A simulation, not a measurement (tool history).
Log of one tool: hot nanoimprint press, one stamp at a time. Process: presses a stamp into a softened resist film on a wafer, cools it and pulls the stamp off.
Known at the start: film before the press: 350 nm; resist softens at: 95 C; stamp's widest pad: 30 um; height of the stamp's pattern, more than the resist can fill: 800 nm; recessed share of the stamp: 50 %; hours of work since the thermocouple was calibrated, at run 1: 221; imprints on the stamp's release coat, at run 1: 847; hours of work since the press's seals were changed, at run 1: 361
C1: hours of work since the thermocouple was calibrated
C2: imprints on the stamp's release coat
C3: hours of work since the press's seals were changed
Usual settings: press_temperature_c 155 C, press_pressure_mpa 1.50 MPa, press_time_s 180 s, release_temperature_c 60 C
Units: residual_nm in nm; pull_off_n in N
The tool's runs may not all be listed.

{"run": 1, "hour": 0.0, "press_temperature_c": 155, "press_pressure_mpa": 1.5, "press_time_s": 180, "release_temperature_c": 60, "C1": 221, "C2": 847, "C3": 361, "residual_nm": 170.9, "pull_off_n": 164}
{"run": 2, "hour": 16.5, "press_temperature_c": 155, "press_pressure_mpa": 1.5, "press_time_s": 180, "release_temperature_c": 60, "C1": 231, "C2": 886, "C3": 371, "residual_nm": 171.0, "pull_off_n": 168}
{"run": 3, "hour": 26.4, "press_temperature_c": 155, "press_pressure_mpa": 1.5, "press_time_s": 180, "release_temperature_c": 60, "C1": 237, "C2": 909, "C3": 377, "residual_nm": 170.8, "pull_off_n": 168}
{"run": 4, "hour": 40.7, "press_temperature_c": 143, "press_pressure_mpa": 1.5, "press_time_s": 180, "release_temperature_c": 60, "C1": 246, "C2": 943, "C3": 386, "residual_nm": 251.4, "pull_off_n": 161}
{"run": 5, "hour": 56.5, "press_temperature_c": 149, "press_pressure_mpa": 1.5, "press_time_s": 180, "release_temperature_c": 60, "C1": 255, "C2": 980, "C3": 396, "residual_nm": 209.1, "pull_off_n": 169}
{"run": 6, "hour": 69.5, "press_temperature_c": 155, "press_pressure_mpa": 1.32, "press_time_s": 180, "release_temperature_c": 60, "C1": 263, "C2": 1011, "C3": 404, "residual_nm": 181.6, "pull_off_n": 165}
{"run": 7, "hour": 89.2, "press_temperature_c": 155, "press_pressure_mpa": 1.23, "press_time_s": 180, "release_temperature_c": 60, "C1": 275, "C2": 1057, "C3": 416, "residual_nm": 187.5, "pull_off_n": 164}
{"run": 8, "hour": 99.7, "press_temperature_c": 155, "press_pressure_mpa": 1.23, "press_time_s": 180, "release_temperature_c": 60, "C1": 282, "C2": 1082, "C3": 422, "residual_nm": 187.9, "pull_off_n": 167}
{"run": 9, "hour": 108.6, "press_temperature_c": 159, "press_pressure_mpa": 1.5, "press_time_s": 180, "release_temperature_c": 60, "C1": 287, "C2": 1103, "C3": 428, "residual_nm": 148.3, "pull_off_n": 167}
{"hour": 120.5, "done": "plate thermocouple calibrated"}
{"run": 10, "hour": 130.4, "press_temperature_c": 164, "press_pressure_mpa": 1.5, "press_time_s": 180, "release_temperature_c": 60, "C1": 6, "C2": 1147, "C3": 439, "residual_nm": 126.1, "pull_off_n": 168}
{"run": 11, "hour": 140.5, "press_temperature_c": 164, "press_pressure_mpa": 1.5, "press_time_s": 180, "release_temperature_c": 60, "C1": 12, "C2": 1171, "C3": 445, "residual_nm": 126.0, "pull_off_n": 163}
{"run": 12, "hour": 150.1, "press_temperature_c": 155, "press_pressure_mpa": 1.5, "press_time_s": 180, "release_temperature_c": 60, "C1": 18, "C2": 1193, "C3": 451, "residual_nm": 171.7, "pull_off_n": 169}
{"run": 13, "hour": 165.4, "press_temperature_c": 155, "press_pressure_mpa": 1.5, "press_time_s": 180, "release_temperature_c": 60, "C1": 28, "C2": 1229, "C3": 461, "residual_nm": 171.7, "pull_off_n": 163}
{"run": 14, "hour": 184.8, "press_temperature_c": 155, "press_pressure_mpa": 1.5, "press_time_s": 180, "release_temperature_c": 60, "C1": 40, "C2": 1275, "C3": 472, "residual_nm": 171.6, "pull_off_n": 166}
{"run": 15, "hour": 203.5, "press_temperature_c": 155, "press_pressure_mpa": 1.5, "press_time_s": 180, "release_temperature_c": 60, "C1": 51, "C2": 1319, "C3": 484, "residual_nm": 172.0, "pull_off_n": 168}
{"run": 16, "hour": 219.6, "press_temperature_c": 158, "press_pressure_mpa": 1.5, "press_time_s": 180, "release_temperature_c": 60, "C1": 61, "C2": 1357, "C3": 494, "residual_nm": 154.7, "pull_off_n": 163}
{"run": 17, "hour": 237.3, "press_temperature_c": 155, "press_pressure_mpa": 1.5, "press_time_s": 110, "release_temperature_c": 48, "C1": 72, "C2": 1399, "C3": 505, "residual_nm": 202.5, "pull_off_n": 188}
{"run": 18, "hour": 252.9, "press_temperature_c": 143, "press_pressure_mpa": 1.92, "press_time_s": 207, "release_temperature_c": 59, "C1": 81, "C2": 1436, "C3": 514, "residual_nm": 223.4, "pull_off_n": 164}
{"run": 19, "hour": 266.2, "press_temperature_c": 155, "press_pressure_mpa": 1.5, "press_time_s": 149, "release_temperature_c": 49, "C1": 89, "C2": 1467, "C3": 522, "residual_nm": 183.6, "pull_off_n": 178}
{"hour": 279.2, "done": "stamp cleaned and given a new release coat"}
{"run": 20, "hour": 291.6, "press_temperature_c": 155, "press_pressure_mpa": 1.5, "press_time_s": 149, "release_temperature_c": 49, "C1": 101, "C2": 30, "C3": 534, "residual_nm": 183.3, "pull_off_n": 183}
{"run": 21, "hour": 311.3, "press_temperature_c": 155, "press_pressure_mpa": 1.5, "press_time_s": 149, "release_temperature_c": 49, "C1": 113, "C2": 76, "C3": 546, "residual_nm": 184.1, "pull_off_n": 183}
{"run": 22, "hour": 326.7, "press_temperature_c": 148, "press_pressure_mpa": 1.48, "press_time_s": 98, "release_temperature_c": 60, "C1": 123, "C2": 112, "C3": 556, "residual_nm": 257.2, "pull_off_n": 169}
{"run": 23, "hour": 337.5, "press_temperature_c": 148, "press_pressure_mpa": 1.48, "press_time_s": 98, "release_temperature_c": 60, "C1": 130, "C2": 138, "C3": 562, "residual_nm": 256.8, "pull_off_n": 166}
{"run": 24, "hour": 350.2, "press_temperature_c": 151, "press_pressure_mpa": 1.15, "press_time_s": 327, "release_temperature_c": 58, "C1": 137, "C2": 168, "C3": 570, "residual_nm": 184.9, "pull_off_n": 167}
{"run": 25, "hour": 369.5, "press_temperature_c": 162, "press_pressure_mpa": 1.05, "press_time_s": 180, "release_temperature_c": 51, "C1": 149, "C2": 213, "C3": 582, "residual_nm": 163.3, "pull_off_n": 180}
{"run": 26, "hour": 381.6, "press_temperature_c": 162, "press_pressure_mpa": 1.05, "press_time_s": 180, "release_temperature_c": 51, "C1": 157, "C2": 242, "C3": 590, "residual_nm": 163.4, "pull_off_n": 176}
{"run": 27, "hour": 396.6, "press_temperature_c": 162, "press_pressure_mpa": 1.05, "press_time_s": 180, "release_temperature_c": 51, "C1": 166, "C2": 277, "C3": 599, "residual_nm": 163.7, "pull_off_n": 178}
{"run": 28, "hour": 411.5, "press_temperature_c": 162, "press_pressure_mpa": 1.05, "press_time_s": 116, "release_temperature_c": 48, "C1": 175, "C2": 312, "C3": 608, "residual_nm": 189.8, "pull_off_n": 184}
{"run": 29, "hour": 421.9, "press_temperature_c": 162, "press_pressure_mpa": 1.05, "press_time_s": 116, "release_temperature_c": 48, "C1": 181, "C2": 337, "C3": 614, "residual_nm": 190.6, "pull_off_n": 190}

Forecast each of these 4 alternatives for the next run:
{"run": "A", "hour": 439.7, "press_temperature_c": 155, "press_pressure_mpa": 2.28, "press_time_s": 266, "release_temperature_c": 60, "C1": 192, "C2": 379, "C3": 625, "residual_nm": "?", "pull_off_n": "?"}
{"run": "B", "hour": 439.7, "press_temperature_c": 160, "press_pressure_mpa": 1.5, "press_time_s": 180, "release_temperature_c": 53, "C1": 192, "C2": 379, "C3": 625, "residual_nm": "?", "pull_off_n": "?"}
{"run": "C", "hour": 439.7, "press_temperature_c": 156, "press_pressure_mpa": 0.92, "press_time_s": 116, "release_temperature_c": 49, "C1": 192, "C2": 379, "C3": 625, "residual_nm": "?", "pull_off_n": "?"}
{"run": "D", "hour": 439.7, "press_temperature_c": 151, "press_pressure_mpa": 1.5, "press_time_s": 180, "release_temperature_c": 60, "C1": 192, "C2": 379, "C3": 625, "residual_nm": "?", "pull_off_n": "?"}

run=A residual_nm=120.8 pull_off_n=171
run=B residual_nm=146.1 pull_off_n=177
run=C residual_nm=237.5 pull_off_n=194
run=D residual_nm=199.5 pull_off_n=166
Without the tool's hidden state the same runs would have given:
run=A residual_nm=118.5 pull_off_n=171
run=B residual_nm=143.4 pull_off_n=177
run=C residual_nm=233.1 pull_off_n=193
run=D residual_nm=195.8 pull_off_n=165
